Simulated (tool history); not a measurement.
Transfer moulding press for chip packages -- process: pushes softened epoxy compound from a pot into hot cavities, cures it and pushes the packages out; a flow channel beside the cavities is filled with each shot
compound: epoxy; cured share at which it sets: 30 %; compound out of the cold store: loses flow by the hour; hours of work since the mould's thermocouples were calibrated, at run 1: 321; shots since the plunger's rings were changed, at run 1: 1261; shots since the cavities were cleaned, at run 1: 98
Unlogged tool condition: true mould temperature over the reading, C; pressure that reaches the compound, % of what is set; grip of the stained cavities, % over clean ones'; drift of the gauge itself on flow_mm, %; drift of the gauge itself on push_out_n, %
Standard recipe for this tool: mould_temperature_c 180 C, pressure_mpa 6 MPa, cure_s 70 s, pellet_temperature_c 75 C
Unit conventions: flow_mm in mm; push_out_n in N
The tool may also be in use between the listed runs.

| run | day | mould_temperature_c | pressure_mpa | cure_s | pellet_temperature_c | hours of work since the mould's thermocouples were calibrated | shots since the plunger's rings were changed | shots since the cavities were cleaned | incoming compound's hours out of the cold store | flow_mm | push_out_n |
|---|---|---|---|---|---|---|---|---|---|---|---|
| 1 | 0 | 180 | 6 | 70 | 75 | 321 | 1261 | 98 | 11.3 | 799 | 526 |
| 2 | 0.371 | 180 | 6 | 70 | 75 | 325 | 1364 | 201 | 45.3 | 685 | 464 |
| 3 | 0.804 | 180 | 6 | 70 | 75 | 331 | 1485 | 322 | 15.1 | 785 | 527 |
| 4 | 1.629 | 180 | 6 | 70 | 75 | 340 | 1714 | 551 | 44.6 | 690 | 479 |
| 5 | 2.321 | 180 | 6 | 69 | 75 | 348 | 1906 | 743 | 18.1 | 777 | 522 |
|  | 3.096 | cavities cleaned with cleaning compound and waxed |
| 6 | 3.217 | 180 | 6 | 69 | 75 | 358 | 2139 | 34 | 45.7 | 683 | 492 |
| 7 | 4.012 | 180 | 6 | 54 | 75 | 367 | 2360 | 255 | 28.9 | 737 | 947 |
| 8 | 4.858 | 180 | 6 | 70 | 82 | 377 | 2595 | 490 | 29.6 | 740 | 484 |
| 9 | 5.304 | 180 | 6 | 70 | 82 | 383 | 2720 | 615 | 37.7 | 708 | 469 |
| 10 | 6.062 | 180 | 6 | 70 | 82 | 391 | 2931 | 826 | 17.1 | 782 | 505 |
|  | 6.542 | cavities cleaned with cleaning compound and waxed |
| 11 | 6.808 | 180 | 6 | 87 | 75 | 400 | 3121 | 75 | 11.1 | 806 | 359 |
| 12 | 7.525 | 180 | 6 | 87 | 75 | 408 | 3320 | 274 | 32 | 725 | 345 |
| 13 | 8.171 | 180 | 6 | 52 | 75 | 415 | 3500 | 454 | 14 | 789 | 1077 |
| 14 | 8.717 | 180 | 6 | 52 | 75 | 422 | 3651 | 605 | 11.7 | 793 | 1103 |
| 15 | 9.421 | 185 | 6.19 | 70 | 72 | 430 | 3848 | 802 | 16.6 | 789 | 401 |
| 16 | 9.912 | 180 | 4.67 | 54 | 75 | 436 | 3984 | 938 | 46.8 | 601 | 833 |
|  | 10.025 | cavities cleaned with cleaning compound and waxed |
| 17 | 10.867 | 174 | 5.87 | 63 | 71 | 446 | 4232 | 234 | 46 | 681 | 887 |
| 18 | 11.717 | 174 | 5.87 | 63 | 71 | 456 | 4469 | 471 | 33.2 | 723 | 905 |
| 19 | 12.233 | 174 | 5.87 | 63 | 71 | 462 | 4613 | 615 | 45.7 | 681 | 904 |
| 20 | 12.946 | 178 | 6 | 78 | 75 | 471 | 4811 | 813 | 44.5 | 685 | 411 |
|  | 13.488 | cavities cleaned with cleaning compound and waxed |
| 21 | 13.783 | 188 | 5.56 | 56 | 73 | 480 | 5026 | 82 | 26.9 | 708 | 541 |
| 22 | 14.612 | 188 | 5.56 | 56 | 73 | 490 | 5257 | 313 | 28 | 705 | 534 |
| 23 | 15.362 | 183 | 4.73 | 70 | 75 | 498 | 5465 | 521 | 32.3 | 640 | 415 |
| 24 | 15.983 | 183 | 4.73 | 70 | 75 | 506 | 5639 | 695 | 14.8 | 693 | 430 |
| 25 | 16.533 | 180 | 6.88 | 99 | 65 | 512 | 5792 | 848 | 40.6 | 754 | 325 |
|  | 17.004 | cavities cleaned with cleaning compound and waxed |
| 26 | 17.408 | 180 | 6.88 | 99 | 65 | 522 | 6017 | 112 | 13.3 | 849 | 336 |
| 27 | 18.142 | 182 | 6.88 | 51 | 65 | 530 | 6222 | 317 | 19.6 | 816 | 1024 |

Forecast run 28:
| 28 | 18.962 | 180 | 6.02 | 70 | 75 | 540 | 6450 | 545 | 44.6 | ? | ? |

flow_mm: 686 mm
push_out_n: 475 N
Without the tool's hidden state the same run would have given flow_mm 686 mm, push_out_n 472 N.

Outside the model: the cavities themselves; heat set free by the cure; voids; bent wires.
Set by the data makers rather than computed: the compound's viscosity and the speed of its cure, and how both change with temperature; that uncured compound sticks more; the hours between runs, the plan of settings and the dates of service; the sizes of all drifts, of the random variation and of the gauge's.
